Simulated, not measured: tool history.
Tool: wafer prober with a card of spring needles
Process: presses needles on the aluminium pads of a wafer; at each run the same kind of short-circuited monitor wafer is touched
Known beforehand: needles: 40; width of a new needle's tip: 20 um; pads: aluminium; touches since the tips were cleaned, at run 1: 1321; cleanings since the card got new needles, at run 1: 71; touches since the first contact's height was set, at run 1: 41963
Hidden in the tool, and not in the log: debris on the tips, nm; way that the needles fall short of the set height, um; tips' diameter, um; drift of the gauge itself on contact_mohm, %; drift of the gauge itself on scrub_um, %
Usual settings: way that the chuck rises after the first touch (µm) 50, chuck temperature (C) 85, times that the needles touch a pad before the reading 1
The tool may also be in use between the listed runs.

run	hour	way that the chuck rises after the first touch (µm)	chuck temperature (C)	times that the needles touch a pad before the reading	touches since the tips were cleaned	cleanings since the card got new needles	touches since the first contact's height was set	resistance of one needle with its contact and lead (mohm)	way that a needle slides on the pad (µm)
1	0	50	85	1	1321	71	41963	223	8.36
# hour 3.1: tips cleaned on abrasive film
# hour 9.1: tips cleaned on abrasive film
2	10.4	50	37	1	777	73	48018	212	8.55
# hour 15.4: tips cleaned on abrasive film
# hour 21: tips cleaned on abrasive film
# hour 27: tips cleaned on abrasive film
3	28.2	35	85	1	675	76	58454	231	5.91
# hour 32.9: tips cleaned on abrasive film
# hour 38.7: tips cleaned on abrasive film
# hour 44.9: tips cleaned on abrasive film
4	45	35	46	1	43	79	68308	224	5.91
# hour 50.6: tips cleaned on abrasive film
# hour 56.5: tips cleaned on abrasive film
# hour 61.9: tips cleaned on abrasive film
5	61.9	35	46	1	0	82	78248	222	5.82
# hour 67.6: tips cleaned on abrasive film
# hour 73.3: tips cleaned on abrasive film
6	74.6	50	85	1	828	84	85700	225	8.28
# hour 79.4: tips cleaned on abrasive film
# hour 85.1: tips cleaned on abrasive film
7	88.7	50	85	1	2105	86	93943	227	8.35
# hour 91.1: tips cleaned on abrasive film
# hour 96.8: tips cleaned on abrasive film
# hour 102.1: tips cleaned on abrasive film
8	102.7	50	85	2	370	89	102161	225	8.29
# hour 108.5: tips cleaned on abrasive film
# hour 114.5: tips cleaned on abrasive film
9	115.9	50	85	2	849	91	109895	223	8.34
# hour 119.9: tips cleaned on abrasive film
# hour 125.4: tips cleaned on abrasive film
10	129.1	50	85	1	2219	93	117656	219	8.38
# hour 131.8: tips cleaned on abrasive film
# hour 137.5: tips cleaned on abrasive film
11	138.7	34	85	1	740	95	123257	236	5.72
# hour 143.9: tips cleaned on abrasive film
# hour 150.3: tips cleaned on abrasive film
12	154	34	85	1	2193	97	132224	236	5.79
# hour 156.6: tips cleaned on abrasive film
# hour 162.8: tips cleaned on abrasive film
13	167.2	34	85	1	2592	99	139994	239	5.78
# hour 168.6: tips cleaned on abrasive film
# hour 174.7: tips cleaned on abrasive film
# hour 180.8: tips cleaned on abrasive film
14	185.8	34	85	1	2952	102	150904	231	5.76
# hour 187.1: tips cleaned on abrasive film
# hour 192.8: tips cleaned on abrasive film
# hour 198.7: tips cleaned on abrasive film
15	200.1	50	25	2	870	105	159287	213	8.44
# hour 204.9: tips cleaned on abrasive film
# hour 210.2: tips cleaned on abrasive film
16	211.8	32	45	1	955	107	166145	226	5.3
# hour 216.1: tips cleaned on abrasive film
# hour 221.9: tips cleaned on abrasive film
17	223.8	47	77	1	1145	109	173150	224	7.92
# hour 227.5: tips cleaned on abrasive film
# hour 233.4: tips cleaned on abrasive film
18	233.4	54	28	2	0	111	178778	210	9.05
# hour 239.5: tips cleaned on abrasive film
19	243.8	56	82	3	2518	112	184876	221	9.43
# hour 244.9: tips cleaned on abrasive film
# hour 250.9: tips cleaned on abrasive film
20	255.2	31	75	1	2529	114	191560	230	5.14
# hour 256.5: tips cleaned on abrasive film
# hour 262.5: tips cleaned on abrasive film
# hour 268.9: tips cleaned on abrasive film
21	272.9	41	46	1	2443	117	201988	221	6.85
# hour 274.3: tips cleaned on abrasive film
# hour 280: tips cleaned on abrasive film
# hour 283.9: height of the first contact set anew
# hour 286.5: tips cleaned on abrasive film
22	290.9	41	74	1	2630	120	4136	225	6.85
# hour 292.3: tips cleaned on abrasive film
# hour 298.5: tips cleaned on abrasive film
# hour 304: tips cleaned on abrasive film
# hour 309.4: tips cleaned on abrasive film
23	309.4	66	85	1	0	124	14908	220	11.1
# hour 314.9: tips cleaned on abrasive film
# hour 320.9: tips cleaned on abrasive film
24	324.7	35	87	1	2255	126	23916	235	5.86
# hour 326.7: tips cleaned on abrasive film
# hour 332.5: tips cleaned on abrasive film
# hour 337.6: tips cleaned on abrasive film
# hour 343.1: tips cleaned on abrasive film
25	343.8	35	87	1	408	130	35078	234	5.91
# hour 349.3: tips cleaned on abrasive film
# hour 355.3: tips cleaned on abrasive film
# hour 361.1: tips cleaned on abrasive film
26	362.4	49	80	1	810	133	46006	222	8.24
# hour 367.2: tips cleaned on abrasive film
# hour 372.7: tips cleaned on abrasive film
27	376.9	56	98	1	2468	135	54508	224	9.36
# hour 378.2: tips cleaned on abrasive film
# hour 384.5: tips cleaned on abrasive film
# hour 390.8: tips cleaned on abrasive film
28	393	56	98	1	1316	138	63927	223	9.5

Here are 3 independent what-if runs from the current tool condition. What would each one return?
# hour 396.5: tips cleaned on abrasive film
# hour 402.3: tips cleaned on abrasive film
# hour 407.7: tips cleaned on abrasive film
A	409.7	35	69	1	1211	141	73731	?	?
# hour 396.5: tips cleaned on abrasive film
# hour 402.3: tips cleaned on abrasive film
# hour 407.7: tips cleaned on abrasive film
B	409.7	62	62	2	1211	141	73731	?	?
# hour 396.5: tips cleaned on abrasive film
# hour 402.3: tips cleaned on abrasive film
# hour 407.7: tips cleaned on abrasive film
C	409.7	30	41	1	1211	141	73731	?	?

run	resistance of one needle with its contact and lead (mohm)	way that a needle slides on the pad (µm)
A	230	5.77
B	217	10.43
C	224	5.04
Take away the tool's hidden state, keep each run's random variation, and the runs would have read:
run	resistance of one needle with its contact and lead (mohm)	way that a needle slides on the pad (µm)
A	229	5.78
B	217	10.44
C	223	5.04

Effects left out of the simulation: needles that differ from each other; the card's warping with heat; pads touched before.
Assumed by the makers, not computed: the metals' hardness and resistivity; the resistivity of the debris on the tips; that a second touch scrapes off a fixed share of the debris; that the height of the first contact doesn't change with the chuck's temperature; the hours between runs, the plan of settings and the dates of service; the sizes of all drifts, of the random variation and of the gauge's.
